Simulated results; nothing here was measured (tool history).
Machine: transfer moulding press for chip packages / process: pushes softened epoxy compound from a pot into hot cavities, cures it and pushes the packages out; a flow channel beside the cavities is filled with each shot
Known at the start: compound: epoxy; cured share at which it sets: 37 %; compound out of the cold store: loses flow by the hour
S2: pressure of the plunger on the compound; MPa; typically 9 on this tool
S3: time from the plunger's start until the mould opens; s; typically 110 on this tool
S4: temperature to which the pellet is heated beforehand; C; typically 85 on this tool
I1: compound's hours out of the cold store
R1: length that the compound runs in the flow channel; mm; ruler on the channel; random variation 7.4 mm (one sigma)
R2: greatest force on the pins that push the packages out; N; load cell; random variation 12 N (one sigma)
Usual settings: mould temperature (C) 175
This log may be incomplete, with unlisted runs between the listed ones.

Run 1, hour 0: usual settings; I1 44.5. Result: R1 715 mm, R2 578 N.
Run 2, hour 8.5: usual settings; I1 28.3. Result: R1 766 mm, R2 623 N.
Run 3, hour 16: usual settings; I1 18.9. Result: R1 776 mm, R2 687 N.
Run 4, hour 28.9: usual settings; I1 32.4. Result: R1 749 mm, R2 689 N.
Run 5, hour 37.2: usual settings; I1 25.2. Result: R1 762 mm, R2 746 N.
Run 6, hour 48.2: usual settings; I1 14.5. Result: R1 804 mm, R2 764 N.
At hour 55.8: cavities cleaned with cleaning compound and waxed.
Run 7, hour 64.1: usual settings but S4 92 C; I1 44.9. Result: R1 717 mm, R2 552 N.
Run 8, hour 79.6: usual settings but mould temperature (C) 173, S2 9.91 MPa, S3 144 s, S4 94 C; I1 10.6. Result: R1 851 mm, R2 529 N.
Run 9, hour 91.3: usual settings but mould temperature (C) 180, S2 9.91 MPa, S3 103 s, S4 94 C; I1 35.8. Result: R1 755 mm, R2 583 N.
Run 10, hour 101.7: usual settings but mould temperature (C) 180, S2 9.91 MPa, S3 127 s, S4 94 C; I1 32.2. Result: R1 764 mm, R2 521 N.
Run 11, hour 112.5: usual settings but mould temperature (C) 172, S2 8.11 MPa, S3 114 s, S4 84 C; I1 11.3. Result: R1 773 mm, R2 847 N.
At hour 120.8: cavities cleaned with cleaning compound and waxed.
Run 12, hour 122.9: usual settings but mould temperature (C) 172, S2 8.11 MPa, S3 114 s, S4 84 C; I1 33.8. Result: R1 708 mm, R2 624 N.
Run 13, hour 138.7: usual settings but S2 10.57 MPa, S3 100 s; I1 45.1. Result: R1 767 mm, R2 740 N.

Consider 4 possible next runs. They are alternatives, not a sequence: every one starts from the tool as it was left by run 13. What does each give?
Run A, hour 146: usual settings but mould temperature (C) 173, S2 10.14 MPa, S3 119 s; I1 15.7. Result: R1 ?, R2 ?.
Run B, hour 146: usual settings but mould temperature (C) 174, S3 138 s, S4 81 C; I1 29.3. Result: R1 ?, R2 ?.
Run C, hour 146: usual settings but S4 94 C; I1 45.5. Result: R1 ?, R2 ?.
Run D, hour 146: usual settings but S2 10.27 MPa, S3 123 s, S4 81 C; I1 44.9. Result: R1 ?, R2 ?.

run   R1   R2
  A  847  643
  B  749  500
  C  701  621
  D  770  533
Without the tool's hidden state the same runs would have given:
run   R1   R2
  A  928  549
  B  821  421
  C  769  529
  D  845  453
